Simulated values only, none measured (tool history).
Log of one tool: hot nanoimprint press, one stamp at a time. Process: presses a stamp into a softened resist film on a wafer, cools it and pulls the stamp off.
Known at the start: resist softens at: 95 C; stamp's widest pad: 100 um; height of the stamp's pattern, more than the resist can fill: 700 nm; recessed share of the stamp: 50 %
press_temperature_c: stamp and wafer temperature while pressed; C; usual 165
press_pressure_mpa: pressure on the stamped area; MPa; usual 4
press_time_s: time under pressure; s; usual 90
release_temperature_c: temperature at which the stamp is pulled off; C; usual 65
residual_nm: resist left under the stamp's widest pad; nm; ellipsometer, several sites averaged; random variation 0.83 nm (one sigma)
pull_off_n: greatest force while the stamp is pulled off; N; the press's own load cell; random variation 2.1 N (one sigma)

run 1 hour=0 | press_temperature_c=165 press_pressure_mpa=4 press_time_s=90 release_temperature_c=65 | residual_nm=127.7 pull_off_n=134
run 2 hour=8.6 | press_temperature_c=165 press_pressure_mpa=4 press_time_s=151 release_temperature_c=65 | residual_nm=104.4 pull_off_n=140
run 3 hour=22.4 | press_temperature_c=165 press_pressure_mpa=4 press_time_s=151 release_temperature_c=65 | residual_nm=103.8 pull_off_n=136
run 4 hour=32 | press_temperature_c=165 press_pressure_mpa=4 press_time_s=90 release_temperature_c=72 | residual_nm=128.4 pull_off_n=113
run 5 hour=39.7 | press_temperature_c=165 press_pressure_mpa=4 press_time_s=90 release_temperature_c=72 | residual_nm=127.1 pull_off_n=111
run 6 hour=45.5 | press_temperature_c=165 press_pressure_mpa=4 press_time_s=90 release_temperature_c=65 | residual_nm=127 pull_off_n=147
run 7 hour=52.1 | press_temperature_c=165 press_pressure_mpa=4 press_time_s=90 release_temperature_c=72 | residual_nm=129.4 pull_off_n=118
run 8 hour=62.8 | press_temperature_c=165 press_pressure_mpa=4 press_time_s=90 release_temperature_c=72 | residual_nm=128.6 pull_off_n=118
run 9 hour=73.4 | press_temperature_c=165 press_pressure_mpa=4 press_time_s=90 release_temperature_c=72 | residual_nm=129.1 pull_off_n=120
run 10 hour=80.8 | press_temperature_c=165 press_pressure_mpa=4 press_time_s=90 release_temperature_c=72 | residual_nm=128.8 pull_off_n=122
run 11 hour=88.8 | press_temperature_c=165 press_pressure_mpa=4 press_time_s=90 release_temperature_c=70 | residual_nm=127.9 pull_off_n=131
run 12 hour=97.3 | press_temperature_c=165 press_pressure_mpa=5.04 press_time_s=90 release_temperature_c=65 | residual_nm=114.3 pull_off_n=160
run 13 hour=105.1 | press_temperature_c=165 press_pressure_mpa=4 press_time_s=90 release_temperature_c=65 | residual_nm=128.4 pull_off_n=153
run 14 hour=116.6 | press_temperature_c=165 press_pressure_mpa=4 press_time_s=66 release_temperature_c=65 | residual_nm=144.5 pull_off_n=165
run 15 hour=126.2 | press_temperature_c=165 press_pressure_mpa=4 press_time_s=66 release_temperature_c=65 | residual_nm=144.3 pull_off_n=164
run 16 hour=132.1 | press_temperature_c=165 press_pressure_mpa=4 press_time_s=110 release_temperature_c=65 | residual_nm=119.7 pull_off_n=172
run 17 hour=139.8 | press_temperature_c=165 press_pressure_mpa=4.08 press_time_s=110 release_temperature_c=59 | residual_nm=118.6 pull_off_n=196
run 18 hour=145.8 | press_temperature_c=165 press_pressure_mpa=4.08 press_time_s=110 release_temperature_c=59 | residual_nm=119.5 pull_off_n=202
run 19 hour=157.6 | press_temperature_c=165 press_pressure_mpa=3.98 press_time_s=134 release_temperature_c=60 | residual_nm=109.5 pull_off_n=195
run 20 hour=168.4 | press_temperature_c=165 press_pressure_mpa=3.98 press_time_s=134 release_temperature_c=70 | residual_nm=112.2 pull_off_n=149
run 21 hour=179.6 | press_temperature_c=176 press_pressure_mpa=3.82 press_time_s=134 release_temperature_c=70 | residual_nm=82.6 pull_off_n=152
run 22 hour=193 | press_temperature_c=176 press_pressure_mpa=3.82 press_time_s=134 release_temperature_c=70 | residual_nm=83.3 pull_off_n=155
run 23 hour=202.6 | press_temperature_c=176 press_pressure_mpa=3.82 press_time_s=134 release_temperature_c=70 | residual_nm=81.8 pull_off_n=158
run 24 hour=209.3 | press_temperature_c=176 press_pressure_mpa=2.94 press_time_s=120 release_temperature_c=70 | residual_nm=98.3 pull_off_n=154
run 25 hour=219.9 | press_temperature_c=165 press_pressure_mpa=4.11 press_time_s=90 release_temperature_c=65 | residual_nm=129.7 pull_off_n=186
run 26 hour=230.8 | press_temperature_c=165 press_pressure_mpa=4.11 press_time_s=90 release_temperature_c=65 | residual_nm=129.2 pull_off_n=193
run 27 hour=242.7 | press_temperature_c=175 press_pressure_mpa=4.26 press_time_s=77 release_temperature_c=61 | residual_nm=101.6 pull_off_n=211
run 28 hour=250 | press_temperature_c=175 press_pressure_mpa=4.26 press_time_s=77 release_temperature_c=61 | residual_nm=100.9 pull_off_n=215
run 29 hour=261.4 | press_temperature_c=175 press_pressure_mpa=4.77 press_time_s=53 release_temperature_c=61 | residual_nm=113.2 pull_off_n=218

Forecast each of these 3 alternatives for the next run:
run A hour=272 | press_temperature_c=175 press_pressure_mpa=6.39 press_time_s=114 release_temperature_c=61 | residual_nm=? pull_off_n=?
run B hour=272 | press_temperature_c=175 press_pressure_mpa=5 press_time_s=53 release_temperature_c=67 | residual_nm=? pull_off_n=?
run C hour=272 | press_temperature_c=175 press_pressure_mpa=3.01 press_time_s=72 release_temperature_c=61 | residual_nm=? pull_off_n=?

run=A residual_nm=71.6 pull_off_n=229
run=B residual_nm=109.8 pull_off_n=195
run=C residual_nm=123.6 pull_off_n=232
Without the tool's hidden state the same runs would have given:
run=A residual_nm=68 pull_off_n=107
run=B residual_nm=105.3 pull_off_n=91
run=C residual_nm=119.7 pull_off_n=109
